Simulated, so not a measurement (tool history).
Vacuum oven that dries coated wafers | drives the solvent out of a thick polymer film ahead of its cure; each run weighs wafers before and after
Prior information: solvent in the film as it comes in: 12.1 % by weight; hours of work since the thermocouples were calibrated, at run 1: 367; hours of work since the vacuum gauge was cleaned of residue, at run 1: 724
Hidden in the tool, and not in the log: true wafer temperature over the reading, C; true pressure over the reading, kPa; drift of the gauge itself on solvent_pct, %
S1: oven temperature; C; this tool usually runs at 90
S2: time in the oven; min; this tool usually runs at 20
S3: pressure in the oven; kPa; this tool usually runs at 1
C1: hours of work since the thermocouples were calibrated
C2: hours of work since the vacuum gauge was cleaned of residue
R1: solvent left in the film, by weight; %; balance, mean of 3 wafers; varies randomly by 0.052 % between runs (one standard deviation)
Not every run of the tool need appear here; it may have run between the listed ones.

{"run": 1, "hour": 0.0, "S1": 90, "S2": 20, "S3": 1, "C1": 367, "C2": 724, "R1": 1.74}
{"run": 2, "hour": 33.8, "S1": 90, "S2": 20, "S3": 1, "C1": 391, "C2": 748, "R1": 1.63}
{"run": 3, "hour": 57.9, "S1": 90, "S2": 20, "S3": 1.73, "C1": 409, "C2": 766, "R1": 2.18}
{"run": 4, "hour": 85.1, "S1": 90, "S2": 20, "S3": 1.73, "C1": 428, "C2": 785, "R1": 2.16}
{"run": 5, "hour": 107.4, "S1": 90, "S2": 20, "S3": 1, "C1": 444, "C2": 801, "R1": 1.71}
{"run": 6, "hour": 121.0, "S1": 90, "S2": 20, "S3": 1, "C1": 454, "C2": 811, "R1": 1.66}
{"hour": 126.2, "done": "oven's thermocouples calibrated"}
{"run": 7, "hour": 151.1, "S1": 90, "S2": 20, "S3": 1, "C1": 18, "C2": 831, "R1": 1.74}
{"run": 8, "hour": 166.2, "S1": 90, "S2": 20, "S3": 1, "C1": 29, "C2": 842, "R1": 1.83}
{"run": 9, "hour": 193.2, "S1": 90, "S2": 20, "S3": 3.13, "C1": 48, "C2": 861, "R1": 2.98}
{"run": 10, "hour": 209.1, "S1": 90, "S2": 20, "S3": 3.1, "C1": 59, "C2": 872, "R1": 3.02}
{"run": 11, "hour": 232.3, "S1": 85, "S2": 14, "S3": 0.98, "C1": 76, "C2": 889, "R1": 3.68}
{"hour": 236.6, "done": "oven's thermocouples calibrated, once more"}
{"run": 12, "hour": 253.9, "S1": 100, "S2": 14, "S3": 0.98, "C1": 12, "C2": 903, "R1": 1.15}
{"run": 13, "hour": 276.2, "S1": 81, "S2": 20, "S3": 1.44, "C1": 28, "C2": 919, "R1": 3.47}
{"run": 14, "hour": 297.1, "S1": 102, "S2": 23, "S3": 1.85, "C1": 43, "C2": 934, "R1": 0.77}
{"run": 15, "hour": 319.8, "S1": 102, "S2": 23, "S3": 1.85, "C1": 59, "C2": 950, "R1": 0.88}
{"run": 16, "hour": 342.9, "S1": 78, "S2": 23, "S3": 3.7, "C1": 76, "C2": 966, "R1": 5.49}
{"run": 17, "hour": 372.2, "S1": 100, "S2": 12, "S3": 2.24, "C1": 97, "C2": 987, "R1": 1.93}
{"run": 18, "hour": 399.8, "S1": 80, "S2": 35, "S3": 2.55, "C1": 117, "C2": 1007, "R1": 3.29}
{"run": 19, "hour": 425.0, "S1": 95, "S2": 22, "S3": 0.75, "C1": 135, "C2": 1025, "R1": 0.84}
{"run": 20, "hour": 458.5, "S1": 90, "S2": 20, "S3": 3.27, "C1": 159, "C2": 1049, "R1": 2.93}

How the hidden state differs across the entries between the runs, from the last listed run before each to the first after it:
Run 6 -> run 7: oven's thermocouples calibrated (hour 126.2)
  true wafer temperature over the reading, C: -0.92 -> -1.25; true pressure over the reading, kPa: 0.177 -> 0.182
  measured less the result without the state, R1: +0.22 -> +0.29 %
Run 11 -> run 12: oven's thermocouples calibrated, once more (hour 236.6)
  true wafer temperature over the reading, C: -1.38 -> 0.05; true pressure over the reading, kPa: 0.195 -> 0.198
  measured less the result without the state, R1: +0.39 -> +0.08 %
